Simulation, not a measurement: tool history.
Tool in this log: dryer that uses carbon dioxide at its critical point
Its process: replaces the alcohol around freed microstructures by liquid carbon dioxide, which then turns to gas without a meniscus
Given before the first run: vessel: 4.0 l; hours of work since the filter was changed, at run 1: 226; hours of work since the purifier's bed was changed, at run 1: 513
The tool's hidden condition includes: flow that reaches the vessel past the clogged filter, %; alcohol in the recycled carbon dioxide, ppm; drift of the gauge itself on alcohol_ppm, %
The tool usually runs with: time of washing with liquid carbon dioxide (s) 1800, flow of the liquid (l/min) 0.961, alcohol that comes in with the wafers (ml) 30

| run | hour | time of washing with liquid carbon dioxide (s) | flow of the liquid (l/min) | alcohol that comes in with the wafers (ml) | hours of work since the filter was changed | hours of work since the purifier's bed was changed | alcohol left in the vessel before it's heated (ppm by volume) |
|---|---|---|---|---|---|---|---|
| 1 | 0.0 | 1800 | 0.961 | 30 | 226 | 513 | 215 |
| 2 | 73.5 | 1800 | 0.961 | 30 | 273 | 561 | 224 |
|  | 116.6 | inlet filter changed |
| 3 | 143.6 | 1800 | 0.961 | 30 | 18 | 606 | 215 |
| 4 | 185.7 | 1800 | 0.961 | 30 | 45 | 633 | 232 |
| 5 | 234.8 | 1800 | 0.961 | 30 | 77 | 665 | 246 |
|  | 264.9 | purifier's bed changed |
| 6 | 297.8 | 1800 | 0.961 | 30 | 116 | 21 | 43 |
| 7 | 348.9 | 1800 | 0.961 | 89 | 149 | 55 | 134 |
| 8 | 418.7 | 1800 | 0.961 | 30 | 194 | 100 | 83 |
| 9 | 466.7 | 1800 | 0.766 | 101 | 226 | 131 | 455 |
| 10 | 536.9 | 1800 | 0.766 | 101 | 271 | 177 | 522 |
| 11 | 571.5 | 1980 | 0.703 | 30 | 294 | 199 | 206 |
|  | 578.3 | inlet filter changed |
| 12 | 640.7 | 1620 | 1.223 | 30 | 41 | 244 | 96 |
| 13 | 711.5 | 1800 | 0.955 | 87 | 87 | 290 | 182 |
| 14 | 774.2 | 1800 | 0.955 | 87 | 127 | 330 | 206 |
| 15 | 817.7 | 1800 | 0.955 | 87 | 156 | 359 | 223 |
| 16 | 865.2 | 1800 | 0.961 | 49 | 187 | 390 | 191 |

What if the next run were any one of these 5? Each begins from the tool's condition after run 16:
| A | 928.2 | 1800 | 1.544 | 49 | 227 | 431 | ? |
| B | 928.2 | 2100 | 0.944 | 23 | 227 | 431 | ? |
| C | 928.2 | 2160 | 0.961 | 57 | 227 | 431 | ? |
| D | 928.2 | 1200 | 1.378 | 55 | 227 | 431 | ? |
| E | 928.2 | 1920 | 0.596 | 87 | 227 | 431 | ? |

| run | alcohol left in the vessel before it's heated (ppm by volume) |
|---|---|
| A | 139 |
| B | 165 |
| C | 174 |
| D | 264 |
| E | 846 |
What these runs would have given with no unlogged condition in the tool:
| run | alcohol left in the vessel before it's heated (ppm by volume) |
|---|---|
| A | 4 |
| B | 18 |
| C | 24 |
| D | 73 |
| E | 469 |
